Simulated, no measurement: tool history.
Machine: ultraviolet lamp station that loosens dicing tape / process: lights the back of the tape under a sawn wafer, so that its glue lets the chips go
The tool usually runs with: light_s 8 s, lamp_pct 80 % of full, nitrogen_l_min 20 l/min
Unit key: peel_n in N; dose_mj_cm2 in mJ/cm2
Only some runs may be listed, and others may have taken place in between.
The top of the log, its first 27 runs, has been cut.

run,hour,light_s,lamp_pct,nitrogen_l_min,peel_n,dose_mj_cm2
28,879.7,8,85,11,2.067,195
29,900.9,8,77,31,1.590,175
30,937.7,8,77,31,1.685,167
31,964.6,5,94,20,2.910,122
32,1001.8,6,66,20,3.768,107
33,1021.8,4,66,13,5.830,70
34,1041.3,4,74,8,6.038,76
35,1075.5,4,74,8,6.151,74
# hour 1081.9: window cleaned of glue's vapour
36,1111.0,5,65,20,4.740,87
37,1137.3,16,65,8,1.411,271
# hour 1167.8: lamp changed
38,1170.5,10,64,20,0.832,265
39,1211.6,11,83,20,0.337,366
40,1242.3,11,83,20,0.356,364
41,1278.9,11,83,20,0.374,351
42,1309.6,9,83,20,0.623,285

Each row is a separate what-if for the run after 42, all from the same tool condition, not one after another. Results?
A,1345.6,13,66,20,?,?
B,1345.6,9,83,8,?,?
C,1345.6,6,93,31,?,?
D,1345.6,13,73,18,?,?
E,1345.6,9,95,20,?,?

run,peel_n,dose_mj_cm2
A,0.483,326
B,1.184,283
C,1.075,215
D,0.381,366
E,0.456,329
Take away the tool's hidden state, keep each run's random variation, and the runs would have read:
run,peel_n,dose_mj_cm2
A,0.367,361
B,0.948,313
C,0.853,238
D,0.288,405
E,0.344,365
